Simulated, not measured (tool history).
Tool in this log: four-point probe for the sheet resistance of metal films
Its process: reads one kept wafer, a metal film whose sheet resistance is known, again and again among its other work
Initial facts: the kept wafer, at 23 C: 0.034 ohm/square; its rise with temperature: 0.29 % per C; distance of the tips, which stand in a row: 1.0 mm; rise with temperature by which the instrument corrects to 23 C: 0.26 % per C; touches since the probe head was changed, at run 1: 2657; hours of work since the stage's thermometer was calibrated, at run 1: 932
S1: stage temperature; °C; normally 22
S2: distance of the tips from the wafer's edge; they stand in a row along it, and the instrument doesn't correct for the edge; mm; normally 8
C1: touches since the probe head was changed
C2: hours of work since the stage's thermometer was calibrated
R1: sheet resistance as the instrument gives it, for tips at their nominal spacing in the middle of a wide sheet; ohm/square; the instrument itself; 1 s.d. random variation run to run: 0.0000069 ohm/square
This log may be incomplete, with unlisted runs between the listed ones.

run,day,S1,S2,C1,C2,R1
1,0.000,22,8,2657,932,0.034261
2,1.104,22,8,3114,944,0.034263
3,1.975,22,8,3474,953,0.034267
4,3.033,22,8,3913,964,0.034274
5,3.912,22,8,4276,973,0.034263
6,5.300,22,8,4850,988,0.034264
7,6.042,33,8,5157,995,0.034373
8,6.658,33,8,5413,1002,0.034376
9,8.025,22,6,5978,1016,0.034481
10,8.933,22,8,6353,1025,0.034269
11,9.946,22,8,6772,1036,0.034261
12,10.538,22,8,7019,1042,0.034273
13,11.538,22,8,7432,1053,0.034265
14,12.446,22,8,7808,1062,0.034280
15,13.504,22,8,8246,1073,0.034274
# day 13.638: stage's thermometer calibrated
16,14.308,22,8,8569,7,0.034279
17,15.062,22,8,8882,15,0.034294
18,15.900,22,8,9228,24,0.034281
# day 16.229: stage's thermometer calibrated, once more
19,17.058,22,8,9699,9,0.034224
20,18.417,22,8,10261,23,0.034237
21,19.412,26,8,10674,33,0.034278
22,20.892,22,5,11286,49,0.034686
23,21.662,19,9,11604,57,0.034157
24,22.312,19,9,11873,63,0.034160
25,23.362,19,9,12308,74,0.034156
26,24.033,25,6,12586,81,0.034482
27,25.304,25,6,13111,95,0.034476
28,26.504,27,24,13608,107,0.034044
29,27.608,30,49,14065,119,0.034064
30,28.733,30,49,14530,130,0.034041
31,29.475,30,49,14838,138,0.034047
32,30.933,30,49,15440,153,0.034051
33,32.379,25,13,16040,169,0.034113
34,33.833,20,17,16641,184,0.034012
35,35.138,24,6,17180,197,0.034500
36,36.338,28,27,17678,210,0.034053
37,37.233,27,8,18048,219,0.034310
38,38.575,20,64,18604,233,0.033953
39,39.846,20,64,19129,246,0.033955
40,41.125,31,46,19659,260,0.034069
41,41.750,24,26,19918,266,0.034018
42,42.738,27,69,20327,277,0.034021
43,43.475,27,69,20632,284,0.034021
44,44.554,27,69,21079,296,0.034028

Selected run-to-run steps in R1, each split into two signed amounts: the part the tool would show with no hidden state at all (from settings, incoming material and random variation), and the remainder, which goes to the hidden state together with any gauge scatter not common to the measured and the hidden-state-free results:
Hidden state at play: inner tips' distance over the nominal, %; tips' flats over new ones', %; wafer's true temperature over the reading, C; drift of the gauge itself on sheet_ohm, %.
Run 8 -> 9: S1 33 -> 22, S2 8 -> 6. R1 +0.000105 ohm/square: hidden state +0.000002, all else +0.000103.
Run 15 -> 16: stage's thermometer calibrated. R1 +0.000005 ohm/square: hidden state +0.000012, all else -0.000007.
Run 18 -> 19: stage's thermometer calibrated, once more. R1 -0.000057 ohm/square: hidden state -0.000041, all else -0.000016.
Run 22 -> 23: S1 22 -> 19, S2 5 -> 9. R1 -0.000529 ohm/square: hidden state +0.000001, all else -0.000530.
Run 34 -> 35: S1 20 -> 24, S2 17 -> 6. R1 +0.000488 ohm/square: hidden state +0.000001, all else +0.000487.
Run 35 -> 36: S1 24 -> 28, S2 6 -> 27. R1 -0.000447 ohm/square: hidden state +0.000001, all else -0.000448.
